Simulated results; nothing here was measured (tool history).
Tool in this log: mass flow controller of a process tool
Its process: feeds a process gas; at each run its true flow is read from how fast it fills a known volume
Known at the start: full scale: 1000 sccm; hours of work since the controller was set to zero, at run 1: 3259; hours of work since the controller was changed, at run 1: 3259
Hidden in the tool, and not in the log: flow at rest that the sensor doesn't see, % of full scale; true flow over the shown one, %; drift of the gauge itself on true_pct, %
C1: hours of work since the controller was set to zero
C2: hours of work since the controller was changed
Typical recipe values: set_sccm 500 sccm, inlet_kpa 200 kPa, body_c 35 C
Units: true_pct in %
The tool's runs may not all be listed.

Run 1, hour 0.0: usual settings; C1 3259; C2 3259. Result: true_pct 100.44 %.
Run 2, hour 283.4: usual settings but body_c 29 C; C1 3352; C2 3352. Result: true_pct 100.96 %.
Run 3, hour 618.0: usual settings but body_c 29 C; C1 3461; C2 3461. Result: true_pct 101.03 %.
Run 4, hour 1024.2: usual settings but inlet_kpa 279 kPa; C1 3594; C2 3594. Result: true_pct 100.38 %.
Run 5, hour 1351.8: usual settings; C1 3701; C2 3701. Result: true_pct 100.70 %.
Run 6, hour 1700.5: usual settings; C1 3815; C2 3815. Result: true_pct 100.79 %.
Run 7, hour 2120.6: usual settings; C1 3952; C2 3952. Result: true_pct 100.87 %.
Run 8, hour 2381.4: usual settings; C1 4037; C2 4037. Result: true_pct 100.77 %.
Run 9, hour 2694.6: usual settings; C1 4139; C2 4139. Result: true_pct 100.90 %.
Run 10, hour 2882.8: usual settings but set_sccm 223 sccm; C1 4201; C2 4201. Result: true_pct 103.44 %.
Run 11, hour 3139.7: usual settings but body_c 30 C; C1 4284; C2 4284. Result: true_pct 101.61 %.
Run 12, hour 3429.4: usual settings but body_c 30 C; C1 4379; C2 4379. Result: true_pct 101.59 %.
Run 13, hour 3679.6: usual settings but body_c 30 C; C1 4461; C2 4461. Result: true_pct 101.65 %.
Run 14, hour 3945.9: usual settings but body_c 30 C; C1 4548; C2 4548. Result: true_pct 101.81 %.
Run 15, hour 4127.0: usual settings but set_sccm 377 sccm, inlet_kpa 157 kPa, body_c 30 C; C1 4607; C2 4607. Result: true_pct 102.47 %.
Run 16, hour 4334.3: usual settings but set_sccm 405 sccm, inlet_kpa 157 kPa, body_c 40 C; C1 4674; C2 4674. Result: true_pct 101.52 %.
Run 17, hour 4514.1: usual settings but set_sccm 356 sccm, inlet_kpa 157 kPa, body_c 22 C; C1 4733; C2 4733. Result: true_pct 103.60 %.
Run 18, hour 4826.0: usual settings but set_sccm 356 sccm, inlet_kpa 157 kPa, body_c 22 C; C1 4835; C2 4835. Result: true_pct 103.59 %.
Run 19, hour 5057.6: usual settings but set_sccm 356 sccm, inlet_kpa 157 kPa, body_c 22 C; C1 4910; C2 4910. Result: true_pct 103.66 %.
Run 20, hour 5441.8: usual settings but set_sccm 356 sccm, inlet_kpa 157 kPa, body_c 22 C; C1 5036; C2 5036. Result: true_pct 103.80 %.
At hour 5618.9: controller exchanged for a calibrated one.
Run 21, hour 5690.7: usual settings but set_sccm 183 sccm, inlet_kpa 263 kPa, body_c 22 C; C1 23; C2 23. Result: true_pct 99.10 %.
Run 22, hour 6029.8: usual settings but set_sccm 183 sccm, inlet_kpa 263 kPa, body_c 22 C; C1 134; C2 134. Result: true_pct 99.32 %.
Run 23, hour 6224.0: usual settings but set_sccm 205 sccm, inlet_kpa 273 kPa, body_c 36 C; C1 198; C2 198. Result: true_pct 97.99 %.
Run 24, hour 6481.3: usual settings but set_sccm 127 sccm, inlet_kpa 268 kPa; C1 282; C2 282. Result: true_pct 98.31 %.

What will run 25 give?
Run 25, hour 6795.9: usual settings but set_sccm 250 sccm, inlet_kpa 227 kPa, body_c 21 C; C1 384; C2 384. Result: true_pct ?.

{"run 25": {"true_pct": 99.94}}
The same run, on a tool lacking any hidden state, would have yielded true_pct 99.18 %.
